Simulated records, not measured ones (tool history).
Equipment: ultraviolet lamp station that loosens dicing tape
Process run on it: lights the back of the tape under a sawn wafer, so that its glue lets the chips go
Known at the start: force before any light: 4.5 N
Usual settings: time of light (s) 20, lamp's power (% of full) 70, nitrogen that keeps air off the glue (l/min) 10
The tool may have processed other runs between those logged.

run,hour,time of light (s),lamp's power (% of full),nitrogen that keeps air off the glue (l/min),force that peels the tape off (N),light that reached the tape (J/m2)
1,0.0,20,70,10,0.487,5190
2,7.4,20,70,10,0.479,5190
3,16.2,20,70,10,0.495,5180
4,27.7,20,70,10,0.477,5210
5,38.4,20,70,10,0.477,5220
6,46.1,20,70,10,0.473,5150
7,55.3,20,70,10,0.466,5170
8,64.8,31,70,10,0.286,8050
9,77.6,17,66,13,0.577,4170
10,91.5,17,66,13,0.582,4220
11,105.5,36,97,12,0.249,12980
12,113.7,12,86,6,0.941,3820

Forecast each of these 3 alternatives for the next run:
A,122.1,20,66,10,?,?
B,122.1,16,86,13,?,?
C,122.1,20,72,6,?,?

run,force that peels the tape off (N),light that reached the tape (J/m2)
A,0.495,4930
B,0.409,5180
C,0.609,5340
What these runs would have given with no unlogged condition in the tool:
run,force that peels the tape off (N),light that reached the tape (J/m2)
A,0.495,4930
B,0.408,5190
C,0.608,5340
